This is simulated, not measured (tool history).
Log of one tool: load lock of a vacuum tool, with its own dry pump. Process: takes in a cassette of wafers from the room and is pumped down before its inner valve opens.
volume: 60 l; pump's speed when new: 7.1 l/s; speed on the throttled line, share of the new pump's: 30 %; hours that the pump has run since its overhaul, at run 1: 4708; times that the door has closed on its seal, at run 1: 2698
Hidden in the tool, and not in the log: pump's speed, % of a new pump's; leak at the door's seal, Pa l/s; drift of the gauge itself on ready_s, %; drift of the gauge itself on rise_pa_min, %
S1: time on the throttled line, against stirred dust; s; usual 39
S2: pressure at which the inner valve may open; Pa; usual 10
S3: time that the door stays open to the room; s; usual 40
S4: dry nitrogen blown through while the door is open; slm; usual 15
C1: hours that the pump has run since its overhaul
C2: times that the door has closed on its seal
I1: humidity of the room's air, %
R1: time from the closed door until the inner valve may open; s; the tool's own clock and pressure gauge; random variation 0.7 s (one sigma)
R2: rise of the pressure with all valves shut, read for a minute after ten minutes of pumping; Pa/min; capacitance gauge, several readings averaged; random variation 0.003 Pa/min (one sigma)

Run 1, hour 0: usual settings; C1 4708; C2 2698; I1 47.7. Result: R1 114.4 s, R2 0.03 Pa/min.
Run 2, hour 180: usual settings; C1 4888; C2 3082; I1 43.1. Result: R1 114.7 s, R2 0.019 Pa/min.
Run 3, hour 322.3: usual settings; C1 5031; C2 3385; I1 43.6. Result: R1 114.9 s, R2 0.027 Pa/min.
Run 4, hour 403.7: usual settings; C1 5112; C2 3559; I1 48.2. Result: R1 114.7 s, R2 0.031 Pa/min.
Run 5, hour 479.9: usual settings but S2 13 Pa; C1 5188; C2 3722; I1 42.3. Result: R1 111.8 s, R2 0.034 Pa/min.
Run 6, hour 598.9: usual settings but S2 16 Pa; C1 5307; C2 3975; I1 43.7. Result: R1 110.8 s, R2 0.031 Pa/min.
Run 7, hour 713.5: usual settings; C1 5422; C2 4220; I1 45.6. Result: R1 115.6 s, R2 0.034 Pa/min.
Run 8, hour 789.6: usual settings; C1 5498; C2 4382; I1 47.1. Result: R1 115.3 s, R2 0.034 Pa/min.
Run 9, hour 903.9: usual settings; C1 5612; C2 4626; I1 45.1. Result: R1 115.5 s, R2 0.037 Pa/min.
Run 10, hour 1029.9: usual settings; C1 5738; C2 4895; I1 47.2. Result: R1 116.3 s, R2 0.038 Pa/min.
Run 11, hour 1203.3: usual settings; C1 5912; C2 5265; I1 43.4. Result: R1 116.8 s, R2 0.032 Pa/min.
Run 12, hour 1315.7: usual settings; C1 6024; C2 5505; I1 46.2. Result: R1 116.9 s, R2 0.035 Pa/min.
Run 13, hour 1408.5: usual settings; C1 6117; C2 5703; I1 48.1. Result: R1 116.6 s, R2 0.034 Pa/min.
Run 14, hour 1533.4: usual settings but S4 7 slm; C1 6242; C2 5969; I1 48.5. Result: R1 118 s, R2 0.049 Pa/min.
Run 15, hour 1649.7: usual settings but S1 73 s; C1 6358; C2 6217; I1 45.8. Result: R1 138.9 s, R2 0.035 Pa/min.
Run 16, hour 1827.9: usual settings but S3 206 s; C1 6536; C2 6598; I1 45. Result: R1 117.9 s, R2 0.061 Pa/min.
Run 17, hour 1951.2: usual settings but S1 22 s; C1 6660; C2 6861; I1 48.6. Result: R1 106.1 s, R2 0.045 Pa/min.
Run 18, hour 2106.9: usual settings but S1 37 s, S2 11 Pa, S3 33 s, S4 12 slm; C1 6815; C2 7193; I1 45.8. Result: R1 115.2 s, R2 0.037 Pa/min.
Run 19, hour 2214.8: usual settings but S1 37 s, S2 11 Pa, S3 192 s, S4 28 slm; C1 6923; C2 7423; I1 45.4. Result: R1 115.8 s, R2 0.047 Pa/min.
Run 20, hour 2381.4: usual settings but S1 27 s, S2 11 Pa, S3 192 s, S4 17 slm; C1 7090; C2 7778; I1 43.2. Result: R1 111.1 s, R2 0.058 Pa/min.
Run 21, hour 2484.3: usual settings but S1 20 s, S2 11 Pa, S3 76 s, S4 35 slm; C1 7193; C2 7998; I1 43.6. Result: R1 105.1 s, R2 0.042 Pa/min.
Run 22, hour 2654.8: usual settings but S1 47 s, S2 9 Pa; C1 7363; C2 8362; I1 44.9. Result: R1 126.3 s, R2 0.043 Pa/min.
Run 23, hour 2780.1: usual settings but S1 47 s, S2 9 Pa, S3 224 s, S4 8 slm; C1 7488; C2 8629; I1 44.2. Result: R1 125.3 s, R2 0.084 Pa/min.
Run 24, hour 2931.6: usual settings but S1 32 s, S4 22 slm; C1 7640; C2 8952; I1 47.6. Result: R1 114.2 s, R2 0.05 Pa/min.
Run 25, hour 3074.6: usual settings but S1 23 s, S3 192 s, S4 22 slm; C1 7783; C2 9258; I1 47.7. Result: R1 111 s, R2 0.061 Pa/min.
Run 26, hour 3173.5: usual settings but S1 23 s, S3 192 s, S4 22 slm; C1 7882; C2 9469; I1 43. Result: R1 109.9 s, R2 0.056 Pa/min.

Run 27 comes next. What will it give?
Run 27, hour 3345: usual settings but S2 13 Pa, S3 144 s; C1 8053; C2 9835; I1 44.5. Result: R1 ?, R2 ?.

{"run 27": {"R1": 117, "R2": 0.064}}
Without the tool's hidden state the same run would have given R1 103.1 s, R2 0.037 Pa/min.
